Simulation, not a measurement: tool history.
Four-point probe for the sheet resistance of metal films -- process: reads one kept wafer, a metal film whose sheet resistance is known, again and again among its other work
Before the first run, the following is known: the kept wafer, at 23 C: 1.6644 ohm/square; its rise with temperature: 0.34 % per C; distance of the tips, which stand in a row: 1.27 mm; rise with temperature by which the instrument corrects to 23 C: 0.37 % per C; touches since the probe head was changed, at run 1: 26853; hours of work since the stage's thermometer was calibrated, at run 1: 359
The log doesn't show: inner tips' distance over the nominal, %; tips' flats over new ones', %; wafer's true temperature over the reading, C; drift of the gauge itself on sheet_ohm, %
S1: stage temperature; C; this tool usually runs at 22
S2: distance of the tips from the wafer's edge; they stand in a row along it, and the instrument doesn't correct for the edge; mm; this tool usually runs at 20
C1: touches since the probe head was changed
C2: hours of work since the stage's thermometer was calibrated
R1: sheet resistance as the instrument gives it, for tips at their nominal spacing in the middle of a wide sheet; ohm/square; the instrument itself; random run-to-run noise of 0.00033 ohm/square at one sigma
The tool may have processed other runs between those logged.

{"run": 1, "hour": 0.0, "S1": 22, "S2": 20, "C1": 26853, "C2": 359, "R1": 1.668683}
{"run": 2, "hour": 13.5, "S1": 22, "S2": 20, "C1": 27481, "C2": 368, "R1": 1.668678}
{"run": 3, "hour": 31.2, "S1": 22, "S2": 20, "C1": 28300, "C2": 380, "R1": 1.6693}
{"run": 4, "hour": 43.4, "S1": 22, "S2": 39, "C1": 28867, "C2": 388, "R1": 1.665862}
{"run": 5, "hour": 63.4, "S1": 22, "S2": 39, "C1": 29798, "C2": 401, "R1": 1.665289}
{"run": 6, "hour": 74.2, "S1": 22, "S2": 20, "C1": 30297, "C2": 408, "R1": 1.66833}
{"run": 7, "hour": 92.5, "S1": 22, "S2": 20, "C1": 31147, "C2": 420, "R1": 1.668171}
{"run": 8, "hour": 104.0, "S1": 22, "S2": 20, "C1": 31681, "C2": 428, "R1": 1.66843}
{"run": 9, "hour": 127.0, "S1": 22, "S2": 20, "C1": 32750, "C2": 443, "R1": 1.66829}
{"run": 10, "hour": 137.2, "S1": 22, "S2": 20, "C1": 33221, "C2": 449, "R1": 1.668904}
{"run": 11, "hour": 156.5, "S1": 22, "S2": 20, "C1": 34118, "C2": 462, "R1": 1.668945}
{"run": 12, "hour": 174.0, "S1": 27, "S2": 20, "C1": 34933, "C2": 474, "R1": 1.665974}
{"run": 13, "hour": 189.3, "S1": 25, "S2": 4, "C1": 35641, "C2": 484, "R1": 1.749003}
{"run": 14, "hour": 200.6, "S1": 25, "S2": 4, "C1": 36166, "C2": 491, "R1": 1.748715}
{"run": 15, "hour": 210.2, "S1": 22, "S2": 65, "C1": 36614, "C2": 497, "R1": 1.665117}
{"run": 16, "hour": 223.4, "S1": 22, "S2": 65, "C1": 37224, "C2": 506, "R1": 1.665631}
{"run": 17, "hour": 244.9, "S1": 22, "S2": 65, "C1": 38224, "C2": 520, "R1": 1.665427}
{"run": 18, "hour": 267.3, "S1": 21, "S2": 14, "C1": 39265, "C2": 535, "R1": 1.672367}
{"run": 19, "hour": 283.0, "S1": 21, "S2": 14, "C1": 39991, "C2": 545, "R1": 1.672841}
{"run": 20, "hour": 301.3, "S1": 21, "S2": 14, "C1": 40840, "C2": 557, "R1": 1.673005}
{"run": 21, "hour": 322.1, "S1": 28, "S2": 11, "C1": 41807, "C2": 571, "R1": 1.672861}
{"run": 22, "hour": 332.6, "S1": 22, "S2": 16, "C1": 42295, "C2": 578, "R1": 1.670779}
{"run": 23, "hour": 342.5, "S1": 31, "S2": 6, "C1": 42756, "C2": 584, "R1": 1.699565}
{"run": 24, "hour": 358.1, "S1": 19, "S2": 6, "C1": 43479, "C2": 594, "R1": 1.706524}

Branching from run 24: 3 alternative next runs. What would each branch give?
{"run": "A", "hour": 368.3, "S1": 19, "S2": 40, "C1": 43951, "C2": 601, "R1": "?"}
{"run": "B", "hour": 368.3, "S1": 18, "S2": 4, "C1": 43951, "C2": 601, "R1": "?"}
{"run": "C", "hour": 368.3, "S1": 23, "S2": 19, "C1": 43951, "C2": 601, "R1": "?"}

run=A R1=1.667213
run=B R1=1.752452
run=C R1=1.667967
Had the tool no hidden state, the same runs would have come out as:
run=A R1=1.66715
run=B R1=1.752386
run=C R1=1.667903

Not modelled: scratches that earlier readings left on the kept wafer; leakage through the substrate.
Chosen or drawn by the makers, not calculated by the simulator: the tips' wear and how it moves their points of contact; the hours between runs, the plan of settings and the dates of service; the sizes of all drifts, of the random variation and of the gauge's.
